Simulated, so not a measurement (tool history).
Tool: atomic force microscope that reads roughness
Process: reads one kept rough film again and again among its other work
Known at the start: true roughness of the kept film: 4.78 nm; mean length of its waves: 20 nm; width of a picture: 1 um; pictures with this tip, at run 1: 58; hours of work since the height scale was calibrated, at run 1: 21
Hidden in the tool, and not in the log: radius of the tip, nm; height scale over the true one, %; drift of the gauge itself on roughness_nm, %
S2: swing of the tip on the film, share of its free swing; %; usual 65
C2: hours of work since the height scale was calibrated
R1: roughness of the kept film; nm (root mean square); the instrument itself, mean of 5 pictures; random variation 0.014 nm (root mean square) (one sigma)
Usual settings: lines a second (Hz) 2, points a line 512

{"run": 1, "day": 0.0, "lines a second (Hz)": 2, "S2": 65, "points a line": 512, "pictures with this tip": 58, "C2": 21, "R1": 3}
{"run": 2, "day": 2.404, "lines a second (Hz)": 2, "S2": 65, "points a line": 512, "pictures with this tip": 155, "C2": 55, "R1": 2.49}
{"run": 3, "day": 4.083, "lines a second (Hz)": 2, "S2": 65, "points a line": 512, "pictures with this tip": 223, "C2": 79, "R1": 2.25}
{"day": 5.138, "done": "new tip fitted"}
{"run": 4, "day": 6.308, "lines a second (Hz)": 2, "S2": 82, "points a line": 512, "pictures with this tip": 47, "C2": 110, "R1": 2.824}
{"run": 5, "day": 8.225, "lines a second (Hz)": 2, "S2": 82, "points a line": 512, "pictures with this tip": 125, "C2": 137, "R1": 2.435}
{"run": 6, "day": 9.908, "lines a second (Hz)": 2, "S2": 70, "points a line": 512, "pictures with this tip": 192, "C2": 161, "R1": 2.268}
{"run": 7, "day": 11.567, "lines a second (Hz)": 2, "S2": 70, "points a line": 512, "pictures with this tip": 259, "C2": 185, "R1": 2.049}
{"day": 11.771, "done": "new tip fitted"}
{"run": 8, "day": 13.871, "lines a second (Hz)": 2, "S2": 56, "points a line": 512, "pictures with this tip": 85, "C2": 217, "R1": 2.878}
{"run": 9, "day": 15.542, "lines a second (Hz)": 2, "S2": 65, "points a line": 512, "pictures with this tip": 152, "C2": 241, "R1": 2.536}
{"run": 10, "day": 16.683, "lines a second (Hz)": 1.36, "S2": 65, "points a line": 512, "pictures with this tip": 198, "C2": 257, "R1": 2.412}
{"day": 18.408, "done": "new tip fitted"}
{"run": 11, "day": 19.438, "lines a second (Hz)": 1.36, "S2": 65, "points a line": 512, "pictures with this tip": 41, "C2": 296, "R1": 3.122}
{"run": 12, "day": 21.471, "lines a second (Hz)": 1.36, "S2": 65, "points a line": 512, "pictures with this tip": 123, "C2": 325, "R1": 2.657}
{"run": 13, "day": 22.983, "lines a second (Hz)": 1.36, "S2": 65, "points a line": 512, "pictures with this tip": 184, "C2": 347, "R1": 2.411}
{"day": 24.9, "done": "new tip fitted"}
{"run": 14, "day": 25.667, "lines a second (Hz)": 0.84, "S2": 65, "points a line": 512, "pictures with this tip": 31, "C2": 385, "R1": 3.238}
{"run": 15, "day": 27.812, "lines a second (Hz)": 2.51, "S2": 65, "points a line": 512, "pictures with this tip": 118, "C2": 415, "R1": 2.637}
{"run": 16, "day": 29.438, "lines a second (Hz)": 2.51, "S2": 65, "points a line": 512, "pictures with this tip": 183, "C2": 438, "R1": 2.391}
{"run": 17, "day": 30.988, "lines a second (Hz)": 2.51, "S2": 65, "points a line": 512, "pictures with this tip": 246, "C2": 460, "R1": 2.184}
{"day": 31.429, "done": "new tip fitted"}
{"run": 18, "day": 33.258, "lines a second (Hz)": 2.51, "S2": 65, "points a line": 512, "pictures with this tip": 74, "C2": 492, "R1": 2.926}
{"run": 19, "day": 35.729, "lines a second (Hz)": 2.51, "S2": 65, "points a line": 512, "pictures with this tip": 174, "C2": 527, "R1": 2.472}
{"run": 20, "day": 37.308, "lines a second (Hz)": 2.51, "S2": 65, "points a line": 512, "pictures with this tip": 237, "C2": 550, "R1": 2.233}
{"day": 37.95, "done": "new tip fitted"}
{"run": 21, "day": 39.462, "lines a second (Hz)": 2.51, "S2": 65, "points a line": 512, "pictures with this tip": 61, "C2": 580, "R1": 2.966}
{"run": 22, "day": 41.192, "lines a second (Hz)": 2, "S2": 65, "points a line": 485, "pictures with this tip": 131, "C2": 605, "R1": 2.594}
{"run": 23, "day": 43.671, "lines a second (Hz)": 2, "S2": 65, "points a line": 485, "pictures with this tip": 230, "C2": 640, "R1": 2.223}
{"day": 44.438, "done": "new tip fitted"}
{"run": 24, "day": 45.254, "lines a second (Hz)": 2, "S2": 65, "points a line": 485, "pictures with this tip": 33, "C2": 662, "R1": 3.179}
{"run": 25, "day": 47.471, "lines a second (Hz)": 2, "S2": 65, "points a line": 512, "pictures with this tip": 123, "C2": 694, "R1": 2.674}
{"day": 47.733, "done": "height scale calibrated on a step standard"}
{"run": 26, "day": 49.996, "lines a second (Hz)": 2, "S2": 65, "points a line": 512, "pictures with this tip": 223, "C2": 32, "R1": 2.274}
{"day": 51.121, "done": "new tip fitted"}
{"run": 27, "day": 52.45, "lines a second (Hz)": 2, "S2": 65, "points a line": 512, "pictures with this tip": 54, "C2": 67, "R1": 2.988}
{"run": 28, "day": 55.05, "lines a second (Hz)": 0.78, "S2": 56, "points a line": 345, "pictures with this tip": 158, "C2": 104, "R1": 2.542}
{"day": 57.717, "done": "new tip fitted"}
{"run": 29, "day": 57.725, "lines a second (Hz)": 2.92, "S2": 61, "points a line": 485, "pictures with this tip": 0, "C2": 142, "R1": 3.439}
{"run": 30, "day": 60.129, "lines a second (Hz)": 2.92, "S2": 61, "points a line": 485, "pictures with this tip": 97, "C2": 176, "R1": 2.799}
{"run": 31, "day": 62.288, "lines a second (Hz)": 3.43, "S2": 65, "points a line": 597, "pictures with this tip": 184, "C2": 206, "R1": 2.41}
{"day": 63.958, "done": "height scale calibrated on a step standard, once more"}
{"day": 64.35, "done": "new tip fitted"}
{"run": 32, "day": 64.892, "lines a second (Hz)": 3.43, "S2": 65, "points a line": 597, "pictures with this tip": 22, "C2": 13, "R1": 3.142}
{"run": 33, "day": 66.496, "lines a second (Hz)": 3.22, "S2": 65, "points a line": 683, "pictures with this tip": 87, "C2": 36, "R1": 2.825}
{"run": 34, "day": 68.633, "lines a second (Hz)": 2, "S2": 65, "points a line": 288, "pictures with this tip": 173, "C2": 66, "R1": 2.402}
{"run": 35, "day": 70.788, "lines a second (Hz)": 1.49, "S2": 65, "points a line": 905, "pictures with this tip": 259, "C2": 97, "R1": 2.172}
{"day": 70.988, "done": "new tip fitted"}
{"run": 36, "day": 73.017, "lines a second (Hz)": 1.49, "S2": 76, "points a line": 992, "pictures with this tip": 81, "C2": 128, "R1": 2.832}
{"run": 37, "day": 75.6, "lines a second (Hz)": 3.24, "S2": 65, "points a line": 776, "pictures with this tip": 185, "C2": 165, "R1": 2.334}
{"run": 38, "day": 76.95, "lines a second (Hz)": 2, "S2": 65, "points a line": 276, "pictures with this tip": 240, "C2": 184, "R1": 2.123}
{"day": 77.708, "done": "new tip fitted"}
{"run": 39, "day": 79.771, "lines a second (Hz)": 2, "S2": 65, "points a line": 276, "pictures with this tip": 83, "C2": 224, "R1": 2.81}
{"run": 40, "day": 81.583, "lines a second (Hz)": 1.34, "S2": 65, "points a line": 462, "pictures with this tip": 156, "C2": 250, "R1": 2.558}
{"run": 41, "day": 83.629, "lines a second (Hz)": 1.34, "S2": 65, "points a line": 462, "pictures with this tip": 239, "C2": 279, "R1": 2.222}
{"day": 84.279, "done": "new tip fitted"}
{"run": 42, "day": 85.375, "lines a second (Hz)": 1.34, "S2": 67, "points a line": 911, "pictures with this tip": 44, "C2": 303, "R1": 3.218}
{"run": 43, "day": 86.979, "lines a second (Hz)": 1.34, "S2": 67, "points a line": 911, "pictures with this tip": 109, "C2": 326, "R1": 2.789}
{"run": 44, "day": 89.017, "lines a second (Hz)": 1.34, "S2": 67, "points a line": 911, "pictures with this tip": 191, "C2": 355, "R1": 2.417}
{"run": 45, "day": 90.458, "lines a second (Hz)": 3.31, "S2": 67, "points a line": 298, "pictures with this tip": 249, "C2": 376, "R1": 2.079}
{"day": 90.842, "done": "new tip fitted"}
{"run": 46, "day": 91.908, "lines a second (Hz)": 3.31, "S2": 67, "points a line": 298, "pictures with this tip": 43, "C2": 396, "R1": 2.952}
{"run": 47, "day": 93.096, "lines a second (Hz)": 1.39, "S2": 75, "points a line": 579, "pictures with this tip": 91, "C2": 413, "R1": 2.809}
{"run": 48, "day": 94.35, "lines a second (Hz)": 1.39, "S2": 75, "points a line": 579, "pictures with this tip": 142, "C2": 431, "R1": 2.575}
{"run": 49, "day": 95.729, "lines a second (Hz)": 2, "S2": 84, "points a line": 512, "pictures with this tip": 197, "C2": 450, "R1": 2.237}
{"day": 97.508, "done": "new tip fitted"}
{"run": 50, "day": 98.233, "lines a second (Hz)": 2, "S2": 65, "points a line": 308, "pictures with this tip": 29, "C2": 486, "R1": 3.143}
{"run": 51, "day": 99.567, "lines a second (Hz)": 2, "S2": 65, "points a line": 308, "pictures with this tip": 83, "C2": 505, "R1": 2.805}

How the hidden state differs across the entries between the runs, from the last listed run before each to the first after it:
Between runs 3 and 4: new tip fitted (day 5.138)
  radius of the tip, nm: 21.9 -> 11.2; height scale over the true one, %: 0.11 -> 0.13
  measured less the result without the state, R1: -1.183 -> -0.419 nm (root mean square)
Between runs 7 and 8: new tip fitted (day 11.771)
  radius of the tip, nm: 25.5 -> 12.9; height scale over the true one, %: 0.17 -> 0.19
  measured less the result without the state, R1: -1.335 -> -0.6 nm (root mean square)
Between runs 10 and 11: new tip fitted (day 18.408)
  radius of the tip, nm: 19.5 -> 10.3; height scale over the true one, %: 0.22 -> 0.24
  measured less the result without the state, R1: -1.059 -> -0.353 nm (root mean square)
Between runs 13 and 14: new tip fitted (day 24.9)
  radius of the tip, nm: 19.5 -> 9.5; height scale over the true one, %: 0.27 -> 0.29
  measured less the result without the state, R1: -1.06 -> -0.277 nm (root mean square)
Between runs 17 and 18: new tip fitted (day 31.429)
  radius of the tip, nm: 23 -> 11.9; height scale over the true one, %: 0.34 -> 0.36
  measured less the result without the state, R1: -1.229 -> -0.492 nm (root mean square)
Between runs 20 and 21: new tip fitted (day 37.95)
  radius of the tip, nm: 21.8 -> 11.3; height scale over the true one, %: 0.39 -> 0.41
  measured less the result without the state, R1: -1.159 -> -0.439 nm (root mean square)
Between runs 23 and 24: new tip fitted (day 44.438)
  radius of the tip, nm: 22.4 -> 9.4; height scale over the true one, %: 0.45 -> 0.46
  measured less the result without the state, R1: -1.198 -> -0.254 nm (root mean square)
Between runs 25 and 26: height scale calibrated on a step standard (day 47.733)
  radius of the tip, nm: 15.2 -> 21.5; height scale over the true one, %: 0.48 -> 0.65
  measured less the result without the state, R1: -0.762 -> -1.151 nm (root mean square)
Between runs 26 and 27: new tip fitted (day 51.121)
  radius of the tip, nm: 21.5 -> 11.4; height scale over the true one, %: 0.65 -> 0.67
  measured less the result without the state, R1: -1.151 -> -0.447 nm (root mean square)
Between runs 28 and 29: new tip fitted (day 57.717)
  radius of the tip, nm: 18 -> 7; height scale over the true one, %: 0.69 -> 0.72
  measured less the result without the state, R1: -0.968 -> +0.025 nm (root mean square)
Between runs 31 and 32: height scale calibrated on a step standard, once more (day 63.958); new tip fitted (day 64.35)
  radius of the tip, nm: 18.4 -> 8.6; height scale over the true one, %: 0.76 -> -0.03
  measured less the result without the state, R1: -0.948 -> -0.182 nm (root mean square)
Between runs 35 and 36: new tip fitted (day 70.988)
  radius of the tip, nm: 23.7 -> 12.9; height scale over the true one, %: 0.03 -> 0.05
  measured less the result without the state, R1: -1.285 -> -0.591 nm (root mean square)
Between runs 38 and 39: new tip fitted (day 77.708)
  radius of the tip, nm: 23.1 -> 12.4; height scale over the true one, %: 0.08 -> 0.11
  measured less the result without the state, R1: -1.213 -> -0.538 nm (root mean square)
Between runs 41 and 42: new tip fitted (day 84.279)
  radius of the tip, nm: 22.8 -> 9.5; height scale over the true one, %: 0.14 -> 0.15
  measured less the result without the state, R1: -1.242 -> -0.276 nm (root mean square)
Between runs 45 and 46: new tip fitted (day 90.842)
  radius of the tip, nm: 23.1 -> 9.9; height scale over the true one, %: 0.2 -> 0.21
  measured less the result without the state, R1: -1.182 -> -0.293 nm (root mean square)
Between runs 49 and 50: new tip fitted (day 97.508)
  radius of the tip, nm: 19.7 -> 9.2; height scale over the true one, %: 0.24 -> 0.27
  measured less the result without the state, R1: -1.002 -> -0.242 nm (root mean square)

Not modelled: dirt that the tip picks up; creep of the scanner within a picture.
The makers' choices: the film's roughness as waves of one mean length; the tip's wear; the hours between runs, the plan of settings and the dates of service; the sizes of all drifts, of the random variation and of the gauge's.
